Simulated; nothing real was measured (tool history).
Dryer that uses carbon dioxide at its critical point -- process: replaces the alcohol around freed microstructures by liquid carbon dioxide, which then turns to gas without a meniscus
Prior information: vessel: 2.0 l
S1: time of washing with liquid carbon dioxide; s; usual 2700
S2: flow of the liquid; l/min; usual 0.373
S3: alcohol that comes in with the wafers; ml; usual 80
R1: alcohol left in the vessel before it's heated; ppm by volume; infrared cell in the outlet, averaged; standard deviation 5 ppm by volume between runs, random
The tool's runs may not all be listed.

{"run": 1, "hour": 0.0, "S1": 2700, "S2": 0.373, "S3": 80, "R1": 74}
{"run": 2, "hour": 12.1, "S1": 2700, "S2": 0.373, "S3": 80, "R1": 74}
{"run": 3, "hour": 20.0, "S1": 2700, "S2": 0.373, "S3": 80, "R1": 84}
{"run": 4, "hour": 28.0, "S1": 2700, "S2": 0.373, "S3": 46, "R1": 67}
{"run": 5, "hour": 41.0, "S1": 2700, "S2": 0.373, "S3": 80, "R1": 80}
{"run": 6, "hour": 47.1, "S1": 2700, "S2": 0.373, "S3": 80, "R1": 88}
{"run": 7, "hour": 59.4, "S1": 2700, "S2": 0.594, "S3": 80, "R1": 33}
{"run": 8, "hour": 70.9, "S1": 2700, "S2": 0.594, "S3": 54, "R1": 35}
{"run": 9, "hour": 83.1, "S1": 2700, "S2": 0.594, "S3": 54, "R1": 43}
{"run": 10, "hour": 89.9, "S1": 2700, "S2": 0.63, "S3": 80, "R1": 41}
{"run": 11, "hour": 100.3, "S1": 2700, "S2": 0.373, "S3": 20, "R1": 51}
{"run": 12, "hour": 108.3, "S1": 2700, "S2": 0.373, "S3": 20, "R1": 49}
{"run": 13, "hour": 118.7, "S1": 2700, "S2": 0.373, "S3": 20, "R1": 56}
{"run": 14, "hour": 130.0, "S1": 1860, "S2": 0.373, "S3": 20, "R1": 146}
{"run": 15, "hour": 138.0, "S1": 2160, "S2": 0.373, "S3": 20, "R1": 87}
{"run": 16, "hour": 151.0, "S1": 2160, "S2": 0.373, "S3": 20, "R1": 96}
{"run": 17, "hour": 163.9, "S1": 2160, "S2": 0.373, "S3": 20, "R1": 95}
{"run": 18, "hour": 169.9, "S1": 2160, "S2": 0.373, "S3": 20, "R1": 92}
{"run": 19, "hour": 178.2, "S1": 2700, "S2": 0.373, "S3": 80, "R1": 93}
{"run": 20, "hour": 188.8, "S1": 2700, "S2": 0.373, "S3": 80, "R1": 93}
{"run": 21, "hour": 195.0, "S1": 2040, "S2": 0.373, "S3": 80, "R1": 316}
{"run": 22, "hour": 207.0, "S1": 2040, "S2": 0.373, "S3": 26, "R1": 128}
{"run": 23, "hour": 215.5, "S1": 2040, "S2": 0.373, "S3": 26, "R1": 141}
{"run": 24, "hour": 225.6, "S1": 2040, "S2": 0.373, "S3": 26, "R1": 130}
{"run": 25, "hour": 233.5, "S1": 2040, "S2": 0.253, "S3": 77, "R1": 1392}
{"run": 26, "hour": 241.1, "S1": 3000, "S2": 0.253, "S3": 52, "R1": 240}
{"run": 27, "hour": 250.3, "S1": 2520, "S2": 0.393, "S3": 86, "R1": 105}
{"run": 28, "hour": 256.3, "S1": 2880, "S2": 0.57, "S3": 23, "R1": 55}
{"run": 29, "hour": 268.1, "S1": 4020, "S2": 0.277, "S3": 24, "R1": 41}
{"run": 30, "hour": 278.8, "S1": 4020, "S2": 0.277, "S3": 24, "R1": 57}
{"run": 31, "hour": 285.1, "S1": 3300, "S2": 0.373, "S3": 80, "R1": 59}
{"run": 32, "hour": 292.9, "S1": 1980, "S2": 0.373, "S3": 29, "R1": 167}
{"run": 33, "hour": 305.9, "S1": 2340, "S2": 0.328, "S3": 59, "R1": 237}
{"run": 34, "hour": 316.3, "S1": 2340, "S2": 0.328, "S3": 59, "R1": 245}
{"run": 35, "hour": 327.8, "S1": 1740, "S2": 0.363, "S3": 80, "R1": 685}
{"run": 36, "hour": 333.9, "S1": 2820, "S2": 0.334, "S3": 23, "R1": 77}
{"run": 37, "hour": 346.5, "S1": 2820, "S2": 0.334, "S3": 23, "R1": 77}
{"run": 38, "hour": 357.0, "S1": 2700, "S2": 0.283, "S3": 80, "R1": 332}
{"run": 39, "hour": 365.3, "S1": 1740, "S2": 0.283, "S3": 37, "R1": 818}
{"run": 40, "hour": 375.1, "S1": 3000, "S2": 0.373, "S3": 67, "R1": 79}
{"run": 41, "hour": 383.0, "S1": 2700, "S2": 0.555, "S3": 68, "R1": 50}
{"run": 42, "hour": 389.0, "S1": 3060, "S2": 0.28, "S3": 23, "R1": 108}
{"run": 43, "hour": 400.0, "S1": 3060, "S2": 0.28, "S3": 23, "R1": 87}
{"run": 44, "hour": 406.8, "S1": 3060, "S2": 0.28, "S3": 23, "R1": 105}
{"run": 45, "hour": 417.8, "S1": 3480, "S2": 0.581, "S3": 72, "R1": 52}
{"run": 46, "hour": 428.7, "S1": 3480, "S2": 0.581, "S3": 72, "R1": 53}
{"run": 47, "hour": 440.0, "S1": 2520, "S2": 0.466, "S3": 54, "R1": 65}

Each row is a separate what-if for the run after 47, all from the same tool condition, not one after another. Results?
{"run": "A", "hour": 449.5, "S1": 2700, "S2": 0.373, "S3": 100, "R1": "?"}
{"run": "B", "hour": 449.5, "S1": 2700, "S2": 0.373, "S3": 48, "R1": "?"}
{"run": "C", "hour": 449.5, "S1": 1800, "S2": 0.633, "S3": 60, "R1": "?"}

run=A R1=123
run=B R1=86
run=C R1=69
With the hidden condition removed and each run's random variation left untouched, the same runs would have given:
run=A R1=47
run=B R1=21
run=C R1=11

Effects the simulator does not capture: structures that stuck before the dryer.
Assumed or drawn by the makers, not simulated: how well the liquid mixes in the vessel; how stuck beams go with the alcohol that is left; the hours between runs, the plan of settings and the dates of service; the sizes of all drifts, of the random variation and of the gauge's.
